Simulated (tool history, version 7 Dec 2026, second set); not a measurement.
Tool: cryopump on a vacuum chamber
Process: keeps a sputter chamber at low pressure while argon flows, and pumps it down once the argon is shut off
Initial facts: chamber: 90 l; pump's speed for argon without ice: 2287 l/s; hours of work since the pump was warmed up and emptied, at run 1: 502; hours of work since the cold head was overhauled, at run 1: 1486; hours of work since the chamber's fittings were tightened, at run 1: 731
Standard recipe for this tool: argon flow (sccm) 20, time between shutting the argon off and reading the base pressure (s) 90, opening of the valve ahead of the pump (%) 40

run	hour	argon flow (sccm)	time between shutting the argon off and reading the base pressure (s)	opening of the valve ahead of the pump (%)	hours of work since the pump was warmed up and emptied	hours of work since the cold head was overhauled	hours of work since the chamber's fittings were tightened	pressure while argon flows (Pa)	pressure after the wait (uPa)
1	0.0	20	90	40	502	1486	731	0.0387	0.71
2	30.2	14	90	40	523	1508	752	0.0274	0.75
3	73.2	35	90	40	553	1538	782	0.0679	0.74
4	125.9	35	90	40	590	1575	819	0.0698	0.76
5	157.0	35	90	40	612	1597	841	0.0696	0.81
6	227.0	35	90	40	662	1646	890	0.0701	0.84
7	292.8	15	90	40	708	1693	937	0.0302	0.85
8	363.6	20	90	40	758	1742	987	0.0408	0.91
9	398.2	20	90	40	782	1767	1011	0.0405	0.94
10	464.1	20	90	40	828	1813	1057	0.0407	0.98
11	520.6	20	90	40	868	1853	1097	0.0408	0.99
12	566.2	16	90	40	900	1885	1129	0.0328	1.03
# hour 613.2: pump warmed up, emptied and cooled again
13	616.7	16	90	40	2	1917	1161	0.0298	0.82
# hour 666.9: leaking fittings of the chamber tightened, without venting
14	689.3	20	90	19	52	1967	16	0.0788	0.28
15	757.1	26	186	19	100	2014	64	0.1025	0.25
16	817.7	20	276	25	143	2057	106	0.0601	0.21
17	856.7	20	90	60	170	2085	134	0.0261	0.33
18	890.5	26	90	60	194	2108	157	0.0321	0.37
19	935.7	27	27	40	226	2140	189	0.0511	0.76
20	969.3	27	27	40	249	2164	213	0.0513	0.79
21	1012.7	27	27	40	280	2194	243	0.0517	0.79
22	1087.9	27	109	40	333	2247	296	0.0522	0.44
23	1142.0	32	109	16	371	2285	334	0.1486	0.43
24	1201.7	23	106	29	413	2327	376	0.0600	0.46
25	1273.9	23	106	29	464	2378	427	0.0611	0.46
26	1337.5	23	106	29	508	2423	472	0.0602	0.54
27	1408.2	10	21	18	558	2473	522	0.0418	1.08

Below are 5 alternative next runs, each starting from the tool's condition after run 27. Predict each:
A	1458.1	38	21	18	593	2508	557	?	?
B	1458.1	13	21	31	593	2508	557	?	?
C	1458.1	16	21	22	593	2508	557	?	?
D	1458.1	20	53	40	593	2508	557	?	?
E	1458.1	20	161	47	593	2508	557	?	?

run	pressure while argon flows (Pa)	pressure after the wait (uPa)
A	0.1610	1.08
B	0.0326	1.09
C	0.0554	1.06
D	0.0393	0.70
E	0.0341	0.54
Had the tool no hidden state, the same runs would have come out as:
run	pressure while argon flows (Pa)	pressure after the wait (uPa)
A	0.1562	0.76
B	0.0310	0.78
C	0.0534	0.75
D	0.0367	0.38
E	0.0316	0.23
